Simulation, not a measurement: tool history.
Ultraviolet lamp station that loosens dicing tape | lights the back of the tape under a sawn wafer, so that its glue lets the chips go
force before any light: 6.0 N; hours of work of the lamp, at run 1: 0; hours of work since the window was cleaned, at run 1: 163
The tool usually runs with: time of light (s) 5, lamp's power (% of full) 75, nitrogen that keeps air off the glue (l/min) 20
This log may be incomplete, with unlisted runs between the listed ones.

| run | hour | time of light (s) | lamp's power (% of full) | nitrogen that keeps air off the glue (l/min) | hours of work of the lamp | hours of work since the window was cleaned | force that peels the tape off (N) | light that reached the tape (mJ/cm2) |
|---|---|---|---|---|---|---|---|---|
| 1 | 0.0 | 5 | 75 | 20 | 0 | 163 | 0.465 | 393 |
| 2 | 51.4 | 5 | 75 | 20 | 33 | 196 | 0.469 | 388 |
| 3 | 94.3 | 5 | 75 | 36 | 61 | 224 | 0.327 | 389 |
| 4 | 165.7 | 5 | 75 | 36 | 107 | 270 | 0.356 | 393 |
| 5 | 211.2 | 5 | 75 | 20 | 136 | 299 | 0.471 | 393 |
| 6 | 266.1 | 5 | 75 | 20 | 171 | 334 | 0.491 | 390 |
| 7 | 295.7 | 5 | 75 | 20 | 190 | 353 | 0.481 | 399 |
|  | 305.7 | window cleaned of glue's vapour |
| 8 | 361.0 | 7 | 75 | 18 | 232 | 36 | 0.294 | 550 |
| 9 | 418.2 | 7 | 75 | 18 | 269 | 72 | 0.296 | 546 |
| 10 | 451.1 | 2 | 75 | 18 | 290 | 94 | 1.980 | 158 |
| 11 | 513.3 | 5 | 71 | 20 | 330 | 134 | 0.529 | 375 |
| 12 | 543.1 | 8 | 87 | 10 | 349 | 153 | 0.282 | 730 |
| 13 | 609.6 | 8 | 87 | 10 | 392 | 196 | 0.280 | 728 |
| 14 | 649.8 | 8 | 87 | 12 | 418 | 221 | 0.252 | 732 |

Describe how what the log doesn't record of the tool's condition differs between the last listed run preceding each entry between runs and the first listed run following it.
Between runs 7 and 8: window cleaned of glue's vapour (hour 305.7)
  light that the window lets through, % of a clean one's: 99.9 -> 100

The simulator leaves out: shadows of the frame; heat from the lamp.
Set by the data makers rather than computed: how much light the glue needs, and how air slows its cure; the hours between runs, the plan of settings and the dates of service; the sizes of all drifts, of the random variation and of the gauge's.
